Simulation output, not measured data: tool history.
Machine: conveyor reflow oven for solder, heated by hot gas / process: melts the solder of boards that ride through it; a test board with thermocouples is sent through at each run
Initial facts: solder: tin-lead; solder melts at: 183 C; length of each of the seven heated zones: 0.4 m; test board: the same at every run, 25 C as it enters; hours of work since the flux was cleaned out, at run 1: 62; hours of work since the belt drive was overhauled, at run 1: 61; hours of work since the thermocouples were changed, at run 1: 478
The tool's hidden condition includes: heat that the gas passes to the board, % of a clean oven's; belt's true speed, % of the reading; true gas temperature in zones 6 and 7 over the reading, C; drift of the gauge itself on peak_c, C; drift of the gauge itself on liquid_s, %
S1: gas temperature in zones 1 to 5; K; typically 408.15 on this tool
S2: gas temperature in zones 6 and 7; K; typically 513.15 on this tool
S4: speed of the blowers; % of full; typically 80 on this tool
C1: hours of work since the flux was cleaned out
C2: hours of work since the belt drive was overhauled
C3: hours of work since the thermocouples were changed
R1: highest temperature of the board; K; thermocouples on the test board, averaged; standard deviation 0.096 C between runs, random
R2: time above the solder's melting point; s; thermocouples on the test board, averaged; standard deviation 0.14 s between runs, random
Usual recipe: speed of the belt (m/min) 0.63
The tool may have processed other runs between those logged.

run 1 hour=0 | S1=408.15 S2=513.15 speed_of_the_belt_(m/min)=0.63 S4=80 | C1=62 C2=61 C3=478 | R1=501.06 R2=63.6
run 2 hour=5.3 | S1=414.15 S2=513.15 speed_of_the_belt_(m/min)=0.63 S4=80 | C1=65 C2=64 C3=481 | R1=501.8 R2=65.9
run 3 hour=11.5 | S1=408.15 S2=513.15 speed_of_the_belt_(m/min)=0.63 S4=64 | C1=68 C2=67 C3=484 | R1=496.33 R2=59.8
run 4 hour=18.7 | S1=408.15 S2=513.15 speed_of_the_belt_(m/min)=0.63 S4=64 | C1=72 C2=71 C3=488 | R1=496.36 R2=60.1
run 5 hour=24.2 | S1=408.15 S2=513.15 speed_of_the_belt_(m/min)=0.63 S4=64 | C1=75 C2=74 C3=491 | R1=496.27 R2=60
run 6 hour=33 | S1=408.15 S2=513.15 speed_of_the_belt_(m/min)=0.63 S4=64 | C1=80 C2=79 C3=496 | R1=496.41 R2=60
run 7 hour=40 | S1=414.15 S2=513.15 speed_of_the_belt_(m/min)=0.509 S4=86 | C1=84 C2=83 C3=500 | R1=507.99 R2=85.8
run 8 hour=44.6 | S1=407.15 S2=522.15 speed_of_the_belt_(m/min)=0.509 S4=86 | C1=86 C2=85 C3=503 | R1=515.82 R2=87.2
run 9 hour=49.2 | S1=407.15 S2=513.15 speed_of_the_belt_(m/min)=0.607 S4=86 | C1=89 C2=88 C3=505 | R1=503.22 R2=67.1
run 10 hour=55.2 | S1=408.15 S2=522.15 speed_of_the_belt_(m/min)=0.692 S4=86 | C1=92 C2=91 C3=508 | R1=507.4 R2=60.8
run 11 hour=60.6 | S1=408.15 S2=522.15 speed_of_the_belt_(m/min)=0.692 S4=86 | C1=95 C2=94 C3=511 | R1=507.46 R2=60.6

The logged runs with the hidden state left out (each run's random variation unchanged):
run=1 R1=500.05 R2=63.1
run=2 R1=500.77 R2=65.3
run=3 R1=495.37 R2=59.2
run=4 R1=495.41 R2=59.5
run=5 R1=495.32 R2=59.4
run=6 R1=495.47 R2=59.4
run=7 R1=506.76 R2=85.2
run=8 R1=514.64 R2=86.7
run=9 R1=502.21 R2=66.6
run=10 R1=506.59 R2=60.4
run=11 R1=506.66 R2=60.2

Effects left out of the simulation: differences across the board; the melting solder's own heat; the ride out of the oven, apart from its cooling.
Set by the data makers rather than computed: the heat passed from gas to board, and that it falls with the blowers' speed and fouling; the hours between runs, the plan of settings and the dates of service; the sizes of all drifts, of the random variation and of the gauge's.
